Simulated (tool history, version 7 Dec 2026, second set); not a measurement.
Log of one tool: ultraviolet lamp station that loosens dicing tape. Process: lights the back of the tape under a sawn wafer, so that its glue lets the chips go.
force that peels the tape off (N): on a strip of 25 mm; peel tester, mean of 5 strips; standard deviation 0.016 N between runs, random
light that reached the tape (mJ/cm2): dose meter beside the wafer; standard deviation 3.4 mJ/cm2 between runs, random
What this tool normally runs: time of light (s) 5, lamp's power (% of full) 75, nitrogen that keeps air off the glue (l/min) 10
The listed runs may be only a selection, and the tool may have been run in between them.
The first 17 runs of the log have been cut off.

| run | day | time of light (s) | lamp's power (% of full) | nitrogen that keeps air off the glue (l/min) | hours of work of the lamp | hours of work since the window was cleaned | force that peels the tape off (N) | light that reached the tape (mJ/cm2) |
|---|---|---|---|---|---|---|---|---|
| 18 | 21.808 | 5 | 75 | 10 | 1267 | 154 | 1.632 | 358 |
| 19 | 23.308 | 5 | 75 | 10 | 1294 | 181 | 1.674 | 351 |
|  | 24.800 | window cleaned of glue's vapour |
| 20 | 24.833 | 5 | 89 | 7 | 1321 | 1 | 1.393 | 459 |
| 21 | 25.579 | 5 | 89 | 7 | 1335 | 14 | 1.407 | 459 |
| 22 | 26.429 | 5 | 89 | 7 | 1350 | 30 | 1.474 | 451 |
| 23 | 27.492 | 5 | 89 | 7 | 1369 | 49 | 1.500 | 440 |
| 24 | 28.238 | 5 | 89 | 7 | 1383 | 62 | 1.519 | 437 |
| 25 | 29.596 | 5 | 68 | 4 | 1408 | 87 | 3.031 | 325 |
| 26 | 31.167 | 5 | 81 | 6 | 1436 | 116 | 1.946 | 373 |
| 27 | 32.250 | 7 | 70 | 4 | 1456 | 135 | 2.096 | 444 |
| 28 | 33.554 | 5 | 79 | 14 | 1479 | 159 | 1.342 | 350 |
| 29 | 34.317 | 5 | 79 | 14 | 1493 | 173 | 1.475 | 344 |

For run 30, what comes out?
| 30 | 36.042 | 3 | 92 | 4 | 1525 | 204 | ? | ? |

force that peels the tape off (N): 3.643
light that reached the tape (mJ/cm2): 230
On a tool with no hidden condition, and with the same random variation, this run would have come out at force that peels the tape off (N) 2.185, light that reached the tape (mJ/cm2) 407.

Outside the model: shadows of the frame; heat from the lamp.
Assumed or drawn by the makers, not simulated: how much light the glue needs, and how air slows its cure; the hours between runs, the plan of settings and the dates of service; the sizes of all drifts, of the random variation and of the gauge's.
